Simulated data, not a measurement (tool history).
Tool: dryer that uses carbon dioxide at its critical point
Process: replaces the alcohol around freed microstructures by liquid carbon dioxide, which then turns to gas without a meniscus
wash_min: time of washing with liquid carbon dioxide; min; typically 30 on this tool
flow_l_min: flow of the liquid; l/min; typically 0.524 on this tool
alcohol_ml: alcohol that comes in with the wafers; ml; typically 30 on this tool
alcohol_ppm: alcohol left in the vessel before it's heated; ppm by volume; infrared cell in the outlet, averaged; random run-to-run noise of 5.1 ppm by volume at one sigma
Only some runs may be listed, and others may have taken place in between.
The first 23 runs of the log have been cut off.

run	hour	wash_min	flow_l_min	alcohol_ml	hours of work since the filter was changed	hours of work since the purifier's bed was changed	alcohol_ppm
# hour 540.0: inlet filter changed
24	544.2	32	0.524	52	1	348	104
25	574.1	32	0.524	52	10	357	99
26	589.3	32	0.524	52	15	362	98
27	614.9	19	0.409	47	23	369	1598
28	631.4	23	0.360	57	28	374	1666
29	662.0	23	0.360	57	37	383	1704
30	686.0	23	0.524	35	44	391	283
31	717.1	23	0.524	35	53	400	279
32	743.3	29	0.413	35	61	408	329
33	774.6	24	0.773	35	71	417	58
34	801.9	30	0.769	30	79	426	40
35	832.8	30	0.769	30	88	435	48
36	849.4	30	0.769	30	93	440	43
37	864.9	26	0.317	111	98	445	3533
38	884.5	26	0.317	111	104	451	3648
39	913.0	30	0.524	22	112	459	83
40	935.7	30	0.524	22	119	466	78
41	962.1	42	0.353	24	127	474	127
42	991.0	30	0.323	46	136	483	967
43	1012.4	27	0.524	31	142	489	146
44	1032.8	27	0.524	31	148	495	169
45	1048.5	41	0.678	30	153	500	37

What if the next run were any one of these 4? Each begins from the tool's condition after run 45:
A	1066.3	30	0.820	97	159	505	?
B	1066.3	22	0.742	33	159	505	?
C	1066.3	30	0.524	30	159	505	?
D	1066.3	36	0.343	30	159	505	?

run	alcohol_ppm
A	65
B	105
C	112
D	299
Had the tool no hidden state, the same runs would have come out as:
run	alcohol_ppm
A	26
B	55
C	60
D	221
